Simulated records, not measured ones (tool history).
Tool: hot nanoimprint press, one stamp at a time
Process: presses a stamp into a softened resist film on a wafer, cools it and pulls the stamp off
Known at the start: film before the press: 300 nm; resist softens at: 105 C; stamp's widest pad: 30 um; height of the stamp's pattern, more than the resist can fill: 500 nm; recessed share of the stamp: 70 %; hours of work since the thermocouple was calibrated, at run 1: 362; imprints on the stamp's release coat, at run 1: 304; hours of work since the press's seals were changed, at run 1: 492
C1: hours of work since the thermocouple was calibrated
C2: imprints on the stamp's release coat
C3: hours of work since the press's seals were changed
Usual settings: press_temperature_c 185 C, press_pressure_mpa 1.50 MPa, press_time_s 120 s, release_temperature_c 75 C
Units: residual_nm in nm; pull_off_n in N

{"run": 1, "hour": 0.0, "press_temperature_c": 185, "press_pressure_mpa": 1.5, "press_time_s": 120, "release_temperature_c": 75, "C1": 362, "C2": 304, "C3": 492, "residual_nm": 110.6, "pull_off_n": 145}
{"run": 2, "hour": 29.7, "press_temperature_c": 185, "press_pressure_mpa": 1.5, "press_time_s": 120, "release_temperature_c": 75, "C1": 375, "C2": 374, "C3": 505, "residual_nm": 109.5, "pull_off_n": 145}
{"run": 3, "hour": 56.9, "press_temperature_c": 185, "press_pressure_mpa": 1.5, "press_time_s": 120, "release_temperature_c": 75, "C1": 388, "C2": 439, "C3": 518, "residual_nm": 110.0, "pull_off_n": 147}
{"run": 4, "hour": 77.2, "press_temperature_c": 185, "press_pressure_mpa": 1.5, "press_time_s": 120, "release_temperature_c": 75, "C1": 397, "C2": 487, "C3": 527, "residual_nm": 109.7, "pull_off_n": 145}
{"hour": 82.9, "done": "plate thermocouple calibrated"}
{"run": 5, "hour": 111.6, "press_temperature_c": 181, "press_pressure_mpa": 1.5, "press_time_s": 120, "release_temperature_c": 75, "C1": 13, "C2": 562, "C3": 541, "residual_nm": 132.6, "pull_off_n": 156}
{"run": 6, "hour": 141.1, "press_temperature_c": 181, "press_pressure_mpa": 1.5, "press_time_s": 120, "release_temperature_c": 75, "C1": 26, "C2": 632, "C3": 554, "residual_nm": 131.8, "pull_off_n": 158}
{"run": 7, "hour": 169.5, "press_temperature_c": 181, "press_pressure_mpa": 1.5, "press_time_s": 120, "release_temperature_c": 75, "C1": 39, "C2": 699, "C3": 566, "residual_nm": 132.1, "pull_off_n": 154}
{"run": 8, "hour": 187.8, "press_temperature_c": 181, "press_pressure_mpa": 1.5, "press_time_s": 120, "release_temperature_c": 75, "C1": 47, "C2": 742, "C3": 574, "residual_nm": 132.8, "pull_off_n": 153}
{"run": 9, "hour": 226.3, "press_temperature_c": 181, "press_pressure_mpa": 1.5, "press_time_s": 120, "release_temperature_c": 75, "C1": 64, "C2": 834, "C3": 592, "residual_nm": 133.0, "pull_off_n": 161}
{"run": 10, "hour": 257.4, "press_temperature_c": 181, "press_pressure_mpa": 1.5, "press_time_s": 120, "release_temperature_c": 72, "C1": 78, "C2": 908, "C3": 605, "residual_nm": 132.1, "pull_off_n": 164}
{"run": 11, "hour": 289.0, "press_temperature_c": 181, "press_pressure_mpa": 1.5, "press_time_s": 120, "release_temperature_c": 72, "C1": 92, "C2": 983, "C3": 620, "residual_nm": 132.1, "pull_off_n": 174}
{"run": 12, "hour": 314.3, "press_temperature_c": 185, "press_pressure_mpa": 1.5, "press_time_s": 141, "release_temperature_c": 75, "C1": 103, "C2": 1043, "C3": 631, "residual_nm": 106.0, "pull_off_n": 166}
{"run": 13, "hour": 353.2, "press_temperature_c": 185, "press_pressure_mpa": 1.5, "press_time_s": 120, "release_temperature_c": 73, "C1": 120, "C2": 1135, "C3": 648, "residual_nm": 112.5, "pull_off_n": 167}
{"run": 14, "hour": 369.9, "press_temperature_c": 185, "press_pressure_mpa": 1.5, "press_time_s": 120, "release_temperature_c": 73, "C1": 128, "C2": 1175, "C3": 656, "residual_nm": 113.4, "pull_off_n": 163}
{"run": 15, "hour": 395.7, "press_temperature_c": 185, "press_pressure_mpa": 1.5, "press_time_s": 120, "release_temperature_c": 73, "C1": 139, "C2": 1236, "C3": 667, "residual_nm": 112.1, "pull_off_n": 177}
{"run": 16, "hour": 419.1, "press_temperature_c": 185, "press_pressure_mpa": 1.28, "press_time_s": 132, "release_temperature_c": 73, "C1": 150, "C2": 1292, "C3": 677, "residual_nm": 117.2, "pull_off_n": 176}
{"run": 17, "hour": 455.2, "press_temperature_c": 185, "press_pressure_mpa": 1.16, "press_time_s": 120, "release_temperature_c": 75, "C1": 166, "C2": 1377, "C3": 694, "residual_nm": 126.1, "pull_off_n": 181}
{"run": 18, "hour": 478.1, "press_temperature_c": 174, "press_pressure_mpa": 1.96, "press_time_s": 105, "release_temperature_c": 75, "C1": 176, "C2": 1432, "C3": 704, "residual_nm": 160.6, "pull_off_n": 178}
{"run": 19, "hour": 516.4, "press_temperature_c": 174, "press_pressure_mpa": 1.96, "press_time_s": 105, "release_temperature_c": 75, "C1": 193, "C2": 1523, "C3": 721, "residual_nm": 158.0, "pull_off_n": 181}
{"run": 20, "hour": 537.6, "press_temperature_c": 174, "press_pressure_mpa": 1.16, "press_time_s": 105, "release_temperature_c": 75, "C1": 202, "C2": 1573, "C3": 730, "residual_nm": 188.1, "pull_off_n": 177}
{"run": 21, "hour": 564.8, "press_temperature_c": 185, "press_pressure_mpa": 1.5, "press_time_s": 120, "release_temperature_c": 77, "C1": 215, "C2": 1637, "C3": 742, "residual_nm": 112.6, "pull_off_n": 183}
{"run": 22, "hour": 583.6, "press_temperature_c": 185, "press_pressure_mpa": 1.5, "press_time_s": 120, "release_temperature_c": 77, "C1": 223, "C2": 1682, "C3": 751, "residual_nm": 111.5, "pull_off_n": 180}
{"run": 23, "hour": 608.5, "press_temperature_c": 185, "press_pressure_mpa": 1.5, "press_time_s": 120, "release_temperature_c": 77, "C1": 234, "C2": 1741, "C3": 762, "residual_nm": 113.0, "pull_off_n": 185}
{"run": 24, "hour": 649.6, "press_temperature_c": 183, "press_pressure_mpa": 2.31, "press_time_s": 120, "release_temperature_c": 79, "C1": 252, "C2": 1839, "C3": 780, "residual_nm": 99.4, "pull_off_n": 180}
{"run": 25, "hour": 689.5, "press_temperature_c": 177, "press_pressure_mpa": 2.31, "press_time_s": 170, "release_temperature_c": 66, "C1": 270, "C2": 1933, "C3": 798, "residual_nm": 108.9, "pull_off_n": 209}
{"hour": 711.9, "done": "stamp cleaned and given a new release coat"}
{"run": 26, "hour": 714.8, "press_temperature_c": 191, "press_pressure_mpa": 0.97, "press_time_s": 170, "release_temperature_c": 63, "C1": 279, "C2": 7, "C3": 806, "residual_nm": 95.2, "pull_off_n": 152}
{"run": 27, "hour": 742.6, "press_temperature_c": 191, "press_pressure_mpa": 0.96, "press_time_s": 170, "release_temperature_c": 69, "C1": 291, "C2": 73, "C3": 819, "residual_nm": 94.7, "pull_off_n": 148}
{"run": 28, "hour": 772.2, "press_temperature_c": 178, "press_pressure_mpa": 1.14, "press_time_s": 94, "release_temperature_c": 76, "C1": 304, "C2": 143, "C3": 832, "residual_nm": 174.2, "pull_off_n": 139}
{"run": 29, "hour": 793.5, "press_temperature_c": 185, "press_pressure_mpa": 0.9, "press_time_s": 120, "release_temperature_c": 75, "C1": 314, "C2": 194, "C3": 841, "residual_nm": 137.7, "pull_off_n": 141}
{"run": 30, "hour": 828.8, "press_temperature_c": 190, "press_pressure_mpa": 2.07, "press_time_s": 134, "release_temperature_c": 75, "C1": 329, "C2": 278, "C3": 857, "residual_nm": 76.6, "pull_off_n": 144}

Hidden state at the last listed run before each entry between runs and at the first one after, where it differs:
Between runs 4 and 5: plate thermocouple calibrated (hour 82.9)
  true temperature over the reading, C: 1.2 -> 0.08; pressure that arrives at the usual setting, %: 97.14 -> 97.05; grip of the stamp's worn release coat, % over a new coat's: 10.1 -> 11.7
  measured less the result without the state, residual_nm: -3.4 -> +1.4 nm; pull_off_n: +12 -> +16 N
Between runs 25 and 26: stamp cleaned and given a new release coat (hour 711.9)
  true temperature over the reading, C: 0.99 -> 1.03; pressure that arrives at the usual setting, %: 95.46 -> 95.42; grip of the stamp's worn release coat, % over a new coat's: 41.8 -> 0.1
  measured less the result without the state, residual_nm: -0.8 -> -2.0 nm; pull_off_n: +61 -> -1 N

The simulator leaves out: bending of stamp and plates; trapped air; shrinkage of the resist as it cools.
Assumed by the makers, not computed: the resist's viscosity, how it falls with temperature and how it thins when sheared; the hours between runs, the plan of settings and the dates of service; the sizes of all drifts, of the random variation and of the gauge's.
